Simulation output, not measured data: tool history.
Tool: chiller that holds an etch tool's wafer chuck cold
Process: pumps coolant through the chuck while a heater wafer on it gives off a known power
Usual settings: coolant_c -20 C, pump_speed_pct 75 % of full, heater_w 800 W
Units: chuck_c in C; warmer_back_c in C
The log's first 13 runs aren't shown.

run	hour	coolant_c	pump_speed_pct	heater_w	chuck_c	warmer_back_c
14	334.4	-20	80	800	-10.5	2.33
15	360.7	-20	80	800	-10.3	2.28
16	390.9	-20	75	800	-9.7	2.48
17	426.2	-14	82	800	-4.5	2.23
18	461.4	-25	100	897	-15.9	1.98
19	482.9	-20	70	800	-9.3	2.68
20	518.4	-20	70	800	-9.2	2.61
21	547.3	-20	70	800	-9.0	2.63
22	563.8	-21	87	800	-11.9	2.07
23	590.6	-21	87	800	-11.9	2.15
24	611.6	-11	75	542	-3.9	1.62
25	633.7	-19	64	800	-7.2	2.90
26	658.4	-15	90	759	-6.6	1.92
27	685.6	-15	63	1133	2.1	4.20
28	721.0	-26	76	986	-13.4	2.98
29	744.1	-20	63	641	-10.3	2.40
30	759.6	-20	63	641	-10.1	2.37
31	776.9	-18	75	958	-5.6	2.98
32	808.5	-15	75	437	-9.2	1.41

3 ways to go on from here, each from the tool as it stands after run 32. What would each give?
A	843.3	-30	64	437	?	?
B	843.3	-20	75	689	?	?
C	843.3	-27	75	800	?	?

run	chuck_c	warmer_back_c
A	-23.5	1.67
B	-11.0	2.13
C	-16.5	2.49
Without the tool's hidden state the same runs would have given:
run	chuck_c	warmer_back_c
A	-24.3	1.60
B	-12.0	2.04
C	-17.7	2.38
